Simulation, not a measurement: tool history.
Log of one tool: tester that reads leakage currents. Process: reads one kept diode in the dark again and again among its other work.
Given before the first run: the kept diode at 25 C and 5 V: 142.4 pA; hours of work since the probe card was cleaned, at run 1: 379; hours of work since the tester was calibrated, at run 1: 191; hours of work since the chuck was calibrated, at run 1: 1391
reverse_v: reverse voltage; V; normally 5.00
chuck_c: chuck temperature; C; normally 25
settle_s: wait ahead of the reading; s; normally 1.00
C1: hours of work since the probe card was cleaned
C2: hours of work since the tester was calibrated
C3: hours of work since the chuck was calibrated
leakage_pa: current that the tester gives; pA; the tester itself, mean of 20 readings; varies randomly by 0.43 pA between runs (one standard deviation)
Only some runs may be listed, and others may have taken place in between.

run 1 hour=0.0 | reverse_v=5.00 chuck_c=25 settle_s=1.00 | C1=379 C2=191 C3=1391 | leakage_pa=155.20
run 2 hour=22.3 | reverse_v=5.00 chuck_c=25 settle_s=0.50 | C1=392 C2=204 C3=1404 | leakage_pa=156.40
run 3 hour=49.9 | reverse_v=5.00 chuck_c=25 settle_s=1.00 | C1=408 C2=220 C3=1420 | leakage_pa=154.72
run 4 hour=78.1 | reverse_v=5.00 chuck_c=25 settle_s=1.00 | C1=424 C2=237 C3=1437 | leakage_pa=155.30
run 5 hour=111.2 | reverse_v=5.00 chuck_c=25 settle_s=1.00 | C1=444 C2=256 C3=1456 | leakage_pa=155.64
run 6 hour=136.3 | reverse_v=5.00 chuck_c=25 settle_s=2.21 | C1=458 C2=271 C3=1471 | leakage_pa=155.23
-- hour=140.1 tester calibrated
run 7 hour=167.7 | reverse_v=7.35 chuck_c=28 settle_s=0.35 | C1=476 C2=16 C3=1488 | leakage_pa=232.44
run 8 hour=193.6 | reverse_v=7.35 chuck_c=28 settle_s=0.35 | C1=491 C2=31 C3=1503 | leakage_pa=231.78
run 9 hour=225.9 | reverse_v=7.35 chuck_c=28 settle_s=0.35 | C1=510 C2=50 C3=1522 | leakage_pa=231.87
run 10 hour=243.9 | reverse_v=7.35 chuck_c=40 settle_s=0.35 | C1=520 C2=61 C3=1533 | leakage_pa=552.14
run 11 hour=259.4 | reverse_v=2.27 chuck_c=34 settle_s=2.04 | C1=529 C2=70 C3=1542 | leakage_pa=223.51

Each row is a separate what-if for the run after 11, all from the same tool condition, not one after another. Results?
run A hour=279.9 | reverse_v=2.57 chuck_c=40 settle_s=2.04 | C1=541 C2=82 C3=1554 | leakage_pa=?
run B hour=279.9 | reverse_v=2.27 chuck_c=37 settle_s=2.04 | C1=541 C2=82 C3=1554 | leakage_pa=?
run C hour=279.9 | reverse_v=17.12 chuck_c=34 settle_s=0.57 | C1=541 C2=82 C3=1554 | leakage_pa=?
run D hour=279.9 | reverse_v=4.64 chuck_c=47 settle_s=0.54 | C1=541 C2=82 C3=1554 | leakage_pa=?
run E hour=279.9 | reverse_v=2.27 chuck_c=34 settle_s=2.04 | C1=541 C2=82 C3=1554 | leakage_pa=?

run=A leakage_pa=359.89
run=B leakage_pa=275.80
run=C leakage_pa=511.02
run=D leakage_pa=742.40
run=E leakage_pa=222.31
Had the tool no hidden state, the same runs would have come out as:
run=A leakage_pa=334.10
run=B leakage_pa=255.58
run=C leakage_pa=469.72
run=D leakage_pa=691.66
run=E leakage_pa=205.60
